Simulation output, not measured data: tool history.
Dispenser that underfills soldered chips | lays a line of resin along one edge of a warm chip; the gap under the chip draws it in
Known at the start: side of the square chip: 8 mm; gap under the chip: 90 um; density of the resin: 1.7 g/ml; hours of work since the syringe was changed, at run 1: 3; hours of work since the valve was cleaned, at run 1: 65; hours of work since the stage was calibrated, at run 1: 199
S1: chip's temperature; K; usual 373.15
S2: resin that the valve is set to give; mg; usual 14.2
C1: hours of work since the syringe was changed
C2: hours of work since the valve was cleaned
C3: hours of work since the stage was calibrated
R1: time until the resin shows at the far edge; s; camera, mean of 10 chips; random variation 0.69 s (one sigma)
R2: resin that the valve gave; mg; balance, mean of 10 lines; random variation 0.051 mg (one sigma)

run    day      S1    S2  C1  C2   C3     R1     R2
  1  0.000  373.15  14.2   3  65  199   71.6  13.78
  2  0.179  373.15  14.2   6  68  202   84.0  13.79
     0.279  -- new syringe of resin
  3  0.388  373.15  14.2   2  71  206   68.0  13.81
  4  0.521  373.15  14.2   4  74  208   75.8  13.75
     0.746  -- new syringe of resin
  5  0.775  373.15  13.6   1  78  213   63.5  13.15
  6  0.921  373.15  13.6   3  81  215   71.6  13.14
     1.171  -- dispensing valve cleaned and set on the balance
  7  1.208  373.15  13.6   8   1  220   89.7  13.55
     1.250  -- new syringe of resin
  8  1.362  373.15  14.2   2   3  222   67.3  14.15
  9  1.554  367.15  14.2   5   7  226   98.4  14.12
     1.721  -- new syringe of resin
 10  1.854  367.15  14.2   2  12  231   84.3  14.11
 11  2.058  374.15  14.2   6  16  235   78.8  14.15
     2.188  -- new syringe of resin
 12  2.229  374.15  14.2   1  18  237   62.0  14.01
 13  2.417  384.15  14.2   4  22  241   50.8  14.14
 14  2.629  384.15  14.2   8  26  245   61.4  14.02
     2.662  -- new syringe of resin
 15  2.896  384.15  14.2   4  30  249   50.9  13.94
 16  3.062  384.15  14.2   7  33  252   58.5  13.98
     3.125  -- new syringe of resin
 17  3.325  373.15  16.6   4  38  257   71.0  16.19
 18  3.542  373.15  14.2   8  41  261   88.8  13.92
     3.583  -- new syringe of resin
 19  3.838  384.15  15.1   5  47  266   51.7  14.89
     4.058  -- new syringe of resin
 20  4.117  384.15  15.1   1  51  270   43.3  14.80
 21  4.342  384.15  15.1   5  55  274   51.8  14.80
     4.525  -- new syringe of resin
 22  4.529  384.15  15.1   0  58  278   41.5  14.75
 23  4.725  369.15  12.4   4  62  281   86.6  12.16
     4.992  -- new syringe of resin
 24  4.996  377.15  18.0   0  67  286   50.9  17.48
 25  5.162  372.15  18.1   3  70  289   70.9  17.55
     5.458  -- new syringe of resin
 26  5.475  359.15  12.4   0  75  294  109.8  11.92
 27  5.642  371.15  16.3   3  78  297   75.5  15.75
     5.917  -- new syringe of resin
 28  5.933  371.15  16.3   0  83  302   64.9  15.78
     6.046  -- dispensing valve cleaned and set on the balance
 29  6.171  384.15  14.3   4   2  306   50.0  14.19
     6.412  -- new syringe of resin
 30  6.442  373.15  13.5   1   7  310   63.2  13.49
 31  6.717  367.15  18.0   5  12  315   96.4  17.96
     6.871  -- new syringe of resin
 32  7.012  367.15  18.0   3  17  320   81.7  17.97
 33  7.229  360.15  15.2   6  21  324  130.6  15.12
     7.325  -- new syringe of resin
 34  7.438  363.15  13.6   2  24  328   96.8  13.48
 35  7.629  358.15  13.8   5  28  331  140.5  13.62

Some steps in R1 between neighbouring runs. How much of each would the tool show without its hidden state too (settings, what came in, random variation), and how much is left for the hidden state, with any gauge scatter that isn't in both results?
The hidden state here: resin's viscosity, % of fresh resin's; dose that the valve gives, % of what is set; true chip temperature over the reading, C; drift of the gauge itself on fill_s, %; drift of the gauge itself on given_mg, %.
Run 22 -> 23: S1 384.15 -> 369.15, S2 15.1 -> 12.4. R1 +45.1 s: hidden state +13.4, all else +31.7.
Run 32 -> 33: S1 367.15 -> 360.15, S2 18.0 -> 15.2. R1 +48.9 s: hidden state +24.4, all else +24.5.
Run 33 -> 34: S1 360.15 -> 363.15, S2 15.2 -> 13.6, new syringe of resin. R1 -33.8 s: hidden state -24.2, all else -9.6.
Run 34 -> 35: S1 363.15 -> 358.15, S2 13.6 -> 13.8. R1 +43.7 s: hidden state +23.0, all else +20.7.
